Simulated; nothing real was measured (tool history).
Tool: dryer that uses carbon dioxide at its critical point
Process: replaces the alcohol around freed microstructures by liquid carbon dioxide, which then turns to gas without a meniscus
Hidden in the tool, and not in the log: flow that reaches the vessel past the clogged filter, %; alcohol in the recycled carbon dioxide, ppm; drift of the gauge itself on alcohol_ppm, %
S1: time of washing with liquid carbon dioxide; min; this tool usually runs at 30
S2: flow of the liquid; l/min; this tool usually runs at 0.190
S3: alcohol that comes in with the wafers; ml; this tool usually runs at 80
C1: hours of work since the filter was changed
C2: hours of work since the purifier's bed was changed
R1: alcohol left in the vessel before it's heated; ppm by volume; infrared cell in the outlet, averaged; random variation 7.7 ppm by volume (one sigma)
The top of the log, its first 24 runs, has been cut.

Run 25, hour 164.6: usual settings but S1 21 min, S2 0.149 l/min, S3 23 ml; C1 57; C2 347. Result: R1 1342 ppm by volume.
Run 26, hour 174.0: usual settings but S1 21 min, S2 0.149 l/min, S3 23 ml; C1 63; C2 353. Result: R1 1358 ppm by volume.
Run 27, hour 181.0: usual settings but S1 28 min, S2 0.135 l/min, S3 23 ml; C1 68; C2 358. Result: R1 809 ppm by volume.
Run 28, hour 187.0: usual settings but S1 28 min, S2 0.135 l/min, S3 23 ml; C1 72; C2 361. Result: R1 795 ppm by volume.
Run 29, hour 191.1: usual settings but S2 0.238 l/min; C1 74; C2 364. Result: R1 200 ppm by volume.
Run 30, hour 198.5: usual settings but S2 0.124 l/min, S3 28 ml; C1 79; C2 369. Result: R1 1007 ppm by volume.
Run 31, hour 207.7: usual settings but S2 0.124 l/min, S3 28 ml; C1 85; C2 375. Result: R1 1003 ppm by volume.
Run 32, hour 211.7: usual settings but S1 25 min; C1 88; C2 377. Result: R1 1119 ppm by volume.
Run 33, hour 220.2: usual settings but S1 25 min; C1 93; C2 383. Result: R1 1134 ppm by volume.
Run 34, hour 227.3: usual settings but S1 25 min; C1 98; C2 387. Result: R1 1136 ppm by volume.
Run 35, hour 234.8: usual settings but S1 25 min; C1 103; C2 392. Result: R1 1131 ppm by volume.
Run 36, hour 239.6: usual settings but S2 0.164 l/min, S3 89 ml; C1 106; C2 395. Result: R1 1069 ppm by volume.
Run 37, hour 245.9: usual settings but S2 0.164 l/min, S3 89 ml; C1 110; C2 399. Result: R1 1077 ppm by volume.
Run 38, hour 253.4: usual settings but S1 25 min; C1 115; C2 404. Result: R1 1155 ppm by volume.
Run 39, hour 263.5: usual settings but S1 19 min, S2 0.159 l/min, S3 37 ml; C1 121; C2 411. Result: R1 2462 ppm by volume.
Run 40, hour 270.7: usual settings but S2 0.121 l/min, S3 25 ml; C1 126; C2 415. Result: R1 1052 ppm by volume.
Run 41, hour 276.2: usual settings but S1 45 min, S2 0.291 l/min, S3 81 ml; C1 129; C2 419. Result: R1 95 ppm by volume.
Run 42, hour 282.4: usual settings but S1 25 min, S2 0.291 l/min, S3 54 ml; C1 133; C2 423. Result: R1 162 ppm by volume.
Run 43, hour 288.0: usual settings but S1 22 min, S2 0.148 l/min; C1 137; C2 427. Result: R1 4278 ppm by volume.
Run 44, hour 294.3: usual settings but S1 22 min, S2 0.148 l/min; C1 141; C2 431. Result: R1 4441 ppm by volume.
Run 45, hour 299.0: usual settings but S1 22 min, S2 0.148 l/min, S3 114 ml; C1 144; C2 434. Result: R1 6052 ppm by volume.
Run 46, hour 306.1: usual settings but S1 39 min, S2 0.174 l/min, S3 37 ml; C1 149; C2 438. Result: R1 182 ppm by volume.

Branching from run 46: 5 alternative next runs. What would each branch give?
Run A, hour 313.3: usual settings but S1 29 min, S2 0.174 l/min, S3 37 ml; C1 153; C2 443. Result: R1 ?.
Run B, hour 313.3: usual settings but S1 33 min, S2 0.206 l/min; C1 153; C2 443. Result: R1 ?.
Run C, hour 313.3: usual settings but S1 40 min, S2 0.133 l/min, S3 37 ml; C1 153; C2 443. Result: R1 ?.
Run D, hour 313.3: usual settings but S1 19 min, S3 70 ml; C1 153; C2 443. Result: R1 ?.
Run E, hour 313.3: usual settings but S2 0.137 l/min, S3 84 ml; C1 153; C2 443. Result: R1 ?.

run    R1
  A   480
  B   272
  C   397
  D  2795
  E  2164
With no hidden state in the tool, these same runs would have given:
run    R1
  A   327
  B   141
  C   256
  D  2401
  E  1812
